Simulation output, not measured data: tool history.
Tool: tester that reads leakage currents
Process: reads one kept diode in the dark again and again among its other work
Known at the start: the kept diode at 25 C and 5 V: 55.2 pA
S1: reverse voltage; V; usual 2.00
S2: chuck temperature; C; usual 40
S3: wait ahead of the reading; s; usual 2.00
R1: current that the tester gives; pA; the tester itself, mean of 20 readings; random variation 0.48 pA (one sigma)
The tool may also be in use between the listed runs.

run,hour,S1,S2,S3,R1
1,0.0,2.00,40,2.00,157.41
2,97.2,2.00,40,2.00,156.50
3,198.3,2.00,40,0.45,156.12
4,320.5,2.00,40,0.45,156.77
5,474.9,2.00,40,2.00,154.88
6,575.2,2.00,40,2.00,153.87
7,680.3,2.00,40,3.35,153.42
8,862.6,2.00,35,2.00,97.91
9,1016.4,2.00,23,2.00,31.89
10,1134.5,2.00,40,2.00,150.30
11,1277.4,2.00,40,2.00,150.76
12,1505.4,2.00,40,2.00,149.31
13,1730.1,2.00,40,2.00,147.55
14,1857.1,2.00,40,2.00,146.75
15,2057.1,2.00,40,0.94,145.83
16,2198.3,2.00,40,2.00,144.81
17,2318.6,2.00,35,0.42,92.53
18,2503.9,8.70,40,0.45,242.68

Forecast run 19:
19,2606.4,1.27,20,0.45,?

R1: 19.19 pA
Without the tool's hidden state the same run would have given R1 21.29 pA.

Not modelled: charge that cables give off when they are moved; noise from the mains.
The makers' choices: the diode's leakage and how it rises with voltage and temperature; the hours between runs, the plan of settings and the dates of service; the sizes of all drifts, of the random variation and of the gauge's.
